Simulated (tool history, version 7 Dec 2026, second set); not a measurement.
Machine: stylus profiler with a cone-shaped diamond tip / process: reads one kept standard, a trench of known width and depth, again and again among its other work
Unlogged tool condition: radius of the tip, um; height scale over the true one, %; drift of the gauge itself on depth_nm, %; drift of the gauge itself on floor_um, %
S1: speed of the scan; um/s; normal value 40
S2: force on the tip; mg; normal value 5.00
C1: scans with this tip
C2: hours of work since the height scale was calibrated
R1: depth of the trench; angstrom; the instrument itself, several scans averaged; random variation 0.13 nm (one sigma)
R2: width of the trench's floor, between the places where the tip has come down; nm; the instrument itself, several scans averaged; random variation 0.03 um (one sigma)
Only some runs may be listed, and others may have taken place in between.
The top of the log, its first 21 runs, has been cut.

run 22 hour=1573.2 | S1=40 S2=5.00 | C1=34231 C2=260 | R1=5102.2 R2=26000
run 23 hour=1667.6 | S1=40 S2=5.00 | C1=34907 C2=330 | R1=5105.7 R2=25930
run 24 hour=1710.1 | S1=85 S2=7.12 | C1=35212 C2=361 | R1=5132.1 R2=25820
run 25 hour=1760.7 | S1=85 S2=7.12 | C1=35575 C2=399 | R1=5131.1 R2=25870
run 26 hour=1833.0 | S1=56 S2=3.27 | C1=36093 C2=452 | R1=5084.1 R2=25870
run 27 hour=1873.4 | S1=32 S2=3.71 | C1=36382 C2=482 | R1=5087.9 R2=25920
run 28 hour=1913.3 | S1=98 S2=1.85 | C1=36668 C2=512 | R1=5062.4 R2=25460
run 29 hour=2004.3 | S1=98 S2=1.85 | C1=37320 C2=580 | R1=5063.1 R2=25450
run 30 hour=2060.6 | S1=35 S2=13.75 | C1=37723 C2=621 | R1=5199.3 R2=25980
run 31 hour=2124.5 | S1=49 S2=4.55 | C1=38181 C2=669 | R1=5105.8 R2=25850
run 32 hour=2196.8 | S1=58 S2=12.10 | C1=38699 C2=723 | R1=5189.3 R2=25890
-- hour=2215.0 new tip fitted, height scale calibrated
run 33 hour=2293.3 | S1=37 S2=5.73 | C1=561 C2=58 | R1=5104.8 R2=26900
run 34 hour=2371.0 | S1=37 S2=5.73 | C1=1117 C2=116 | R1=5107.8 R2=26860
run 35 hour=2415.7 | S1=55 S2=10.02 | C1=1438 C2=149 | R1=5154.1 R2=26820
run 36 hour=2484.0 | S1=59 S2=3.47 | C1=1927 C2=200 | R1=5079.0 R2=26770
run 37 hour=2568.6 | S1=23 S2=1.67 | C1=2534 C2=263 | R1=5055.8 R2=26760
run 38 hour=2654.4 | S1=23 S2=1.67 | C1=3148 C2=326 | R1=5055.9 R2=26860
run 39 hour=2707.7 | S1=91 S2=3.20 | C1=3530 C2=366 | R1=5081.4 R2=26530
run 40 hour=2790.8 | S1=91 S2=3.20 | C1=4125 C2=428 | R1=5080.5 R2=26540
run 41 hour=2881.3 | S1=14 S2=2.24 | C1=4773 C2=495 | R1=5068.3 R2=26820
run 42 hour=2953.1 | S1=95 S2=4.32 | C1=5288 C2=548 | R1=5099.7 R2=26530
run 43 hour=3022.7 | S1=29 S2=4.22 | C1=5787 C2=600 | R1=5097.3 R2=26760
run 44 hour=3067.1 | S1=134 S2=5.00 | C1=6105 C2=633 | R1=5107.8 R2=26390
run 45 hour=3124.0 | S1=134 S2=5.00 | C1=6512 C2=675 | R1=5111.3 R2=26380

4 options for the next run, each taken on its own from the tool as it stands now. Forecast them:
run A hour=3187.7 | S1=134 S2=9.11 | C1=6968 C2=722 | R1=? R2=?
run B hour=3187.7 | S1=134 S2=2.56 | C1=6968 C2=722 | R1=? R2=?
run C hour=3187.7 | S1=19 S2=5.00 | C1=6968 C2=722 | R1=? R2=?
run D hour=3187.7 | S1=53 S2=5.79 | C1=6968 C2=722 | R1=? R2=?

run=A R1=5155.6 R2=26490
run=B R1=5075.2 R2=26190
run=C R1=5109.6 R2=26770
run=D R1=5119.0 R2=26650
The same runs, with their run-to-run variation unchanged, on a tool lacking any hidden condition would have given:
run=A R1=5138.9 R2=26650
run=B R1=5058.7 R2=26360
run=C R1=5093.0 R2=26930
run=D R1=5102.4 R2=26820
